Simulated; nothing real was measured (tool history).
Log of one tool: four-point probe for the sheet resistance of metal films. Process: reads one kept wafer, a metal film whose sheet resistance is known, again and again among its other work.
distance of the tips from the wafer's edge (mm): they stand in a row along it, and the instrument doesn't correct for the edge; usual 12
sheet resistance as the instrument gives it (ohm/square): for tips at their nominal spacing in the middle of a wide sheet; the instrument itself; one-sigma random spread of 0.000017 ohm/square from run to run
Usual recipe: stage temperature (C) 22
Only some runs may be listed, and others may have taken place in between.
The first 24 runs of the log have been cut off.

| run | hour | stage temperature (C) | distance of the tips from the wafer's edge (mm) | touches since the probe head was changed | hours of work since the stage's thermometer was calibrated | sheet resistance as the instrument gives it (ohm/square) |
|---|---|---|---|---|---|---|
| 25 | 275.2 | 24 | 4 | 71666 | 41 | 0.086609 |
| 26 | 291.1 | 19 | 29 | 72124 | 48 | 0.085595 |
| 27 | 307.2 | 19 | 29 | 72588 | 56 | 0.08562 |
| 28 | 320.9 | 22 | 56 | 72985 | 62 | 0.085754 |
| 29 | 335.8 | 22 | 56 | 73416 | 69 | 0.085781 |
| 30 | 348.8 | 28 | 3 | 73790 | 75 | 0.087403 |
| 31 | 364.7 | 23 | 12 | 74249 | 82 | 0.085917 |
| 32 | 372 | 23 | 12 | 74460 | 86 | 0.085903 |
| 33 | 383.1 | 27 | 59 | 74781 | 91 | 0.086067 |
| 34 | 391 | 30 | 7 | 75008 | 95 | 0.086446 |
| 35 | 402.4 | 24 | 69 | 75340 | 100 | 0.085872 |
| 36 | 417.5 | 24 | 24 | 75776 | 107 | 0.085881 |
| 37 | 428.8 | 24 | 24 | 76101 | 112 | 0.085896 |
| 38 | 440.6 | 33 | 8 | 76443 | 118 | 0.086557 |
| 39 | 449.3 | 30 | 23 | 76693 | 122 | 0.086223 |
| 40 | 459.9 | 29 | 46 | 77000 | 127 | 0.086166 |
| 41 | 476.1 | 27 | 70 | 77468 | 134 | 0.086026 |
| 42 | 485.2 | 26 | 6 | 77730 | 139 | 0.086298 |
| 43 | 500.7 | 26 | 6 | 78177 | 146 | 0.086275 |
| 44 | 508 | 26 | 3 | 78389 | 149 | 0.087245 |
| 45 | 523.3 | 26 | 3 | 78830 | 156 | 0.087255 |
| 46 | 539.5 | 26 | 3 | 79299 | 164 | 0.087229 |

What if the next run were any one of these 3? Each begins from the tool's condition after run 46:
| A | 552.1 | 22 | 43 | 79661 | 170 | ? |
| B | 552.1 | 22 | 4 | 79661 | 170 | ? |
| C | 552.1 | 22 | 30 | 79661 | 170 | ? |

| run | sheet resistance as the instrument gives it (ohm/square) |
|---|---|
| A | 0.085741 |
| B | 0.08644 |
| C | 0.085745 |
Without the tool's unlogged condition, the same runs would have read:
| run | sheet resistance as the instrument gives it (ohm/square) |
|---|---|
| A | 0.086348 |
| B | 0.087052 |
| C | 0.086353 |
